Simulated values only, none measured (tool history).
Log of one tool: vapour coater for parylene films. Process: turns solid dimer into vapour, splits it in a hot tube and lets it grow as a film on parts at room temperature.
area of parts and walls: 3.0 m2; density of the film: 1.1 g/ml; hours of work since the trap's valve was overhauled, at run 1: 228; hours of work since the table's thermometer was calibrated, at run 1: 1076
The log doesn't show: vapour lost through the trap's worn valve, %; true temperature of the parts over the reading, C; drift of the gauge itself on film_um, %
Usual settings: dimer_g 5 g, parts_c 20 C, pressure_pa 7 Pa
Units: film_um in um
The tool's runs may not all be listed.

run,hour,dimer_g,parts_c,pressure_pa,hours of work since the trap's valve was overhauled,hours of work since the table's thermometer was calibrated,film_um
1,0,5,20,7,228,1076,0.82
2,37.5,5,20,7,258,1106,0.83
3,65.4,5,20,7,280,1128,0.813
4,96.5,5,20,7,305,1153,0.824
5,133.9,5,20,7,335,1183,0.807
# hour 150.6: table's thermometer calibrated
6,187.9,5,20,7,378,30,0.829
7,214.6,5,20,7,399,51,0.81
8,262,5,20,7,437,89,0.797
9,289.4,6,20,7,459,111,0.963
10,317.4,5,20,7,482,134,0.799
11,358.9,5,20,7,515,167,0.798
12,383.5,5,20,7,535,187,0.779
13,413.7,5,20,7,559,211,0.79
14,441,5,24,7,581,233,0.717
15,473.9,8,24,7,607,259,1.122
16,527.4,8,24,7,650,302,1.11
# hour 552.6: trap's valve overhauled
17,557.1,8,24,7,4,323,1.299
18,585.2,8,24,7,26,345,1.294
19,636.6,4,20,7,67,387,0.686
20,694.7,4,20,7,114,433,0.693
21,752.5,4,20,7,160,480,0.689
22,793.4,5,20,7,193,513,0.847
23,828.2,5,25,7,221,540,0.741
24,877.9,5,31,7,261,580,0.646
25,910.8,5,19,5.15,287,607,0.898
26,947.3,5,19,5.15,317,636,0.905
27,983.6,5,23,4.11,346,665,0.837
28,1020.3,5,23,4.11,375,695,0.852
29,1058.4,5,23,4.11,406,725,0.825
30,1087.7,2,22,4.11,429,749,0.343
31,1121,3,22,4.11,456,775,0.515
32,1169.6,3,22,4.11,495,814,0.504
33,1208,4,23,7.09,526,845,0.587
34,1257.5,5,20,6.19,566,885,0.78
35,1307.2,5,20,6.19,605,925,0.793
36,1332.2,3,20,5.26,625,945,0.492
# hour 1386: trap's valve overhauled
37,1386,5,22,7,0,985,0.843
38,1434.9,6,31,3.01,39,1024,0.969
39,1478,5,29,3.01,74,1059,0.826
40,1529.4,3,20,5.6,115,1100,0.535
41,1568.4,6,20,2.67,146,1131,1.26
42,1617.4,6,20,2.67,186,1170,1.241
# hour 1649.1: table's thermometer calibrated
43,1669.1,5,20,5.96,226,16,0.884

How the hidden state differs across the entries between the runs, from the last listed run before each to the first after it:
Between runs 5 and 6: table's thermometer calibrated (hour 150.6)
  vapour lost through the trap's worn valve, %: 7.8 -> 8.7; true temperature of the parts over the reading, C: 1.19 -> 0.02
  measured less the result without the state, film_um: -0.093 -> -0.079 um
Between runs 16 and 17: trap's valve overhauled (hour 552.6)
  vapour lost through the trap's worn valve, %: 14.5 -> 0.5; true temperature of the parts over the reading, C: 0.27 -> 0.29
  measured less the result without the state, film_um: -0.198 -> -0.016 um
Between runs 36 and 37: trap's valve overhauled (hour 1386)
  vapour lost through the trap's worn valve, %: 13.8 -> 0.5; true temperature of the parts over the reading, C: 0.86 -> 0.89
  measured less the result without the state, film_um: -0.09 -> -0.023 um
Between runs 42 and 43: table's thermometer calibrated (hour 1649.1)
  vapour lost through the trap's worn valve, %: 4.5 -> 5.3; true temperature of the parts over the reading, C: 1.06 -> 0.1
  measured less the result without the state, film_um: -0.091 -> -0.051 um

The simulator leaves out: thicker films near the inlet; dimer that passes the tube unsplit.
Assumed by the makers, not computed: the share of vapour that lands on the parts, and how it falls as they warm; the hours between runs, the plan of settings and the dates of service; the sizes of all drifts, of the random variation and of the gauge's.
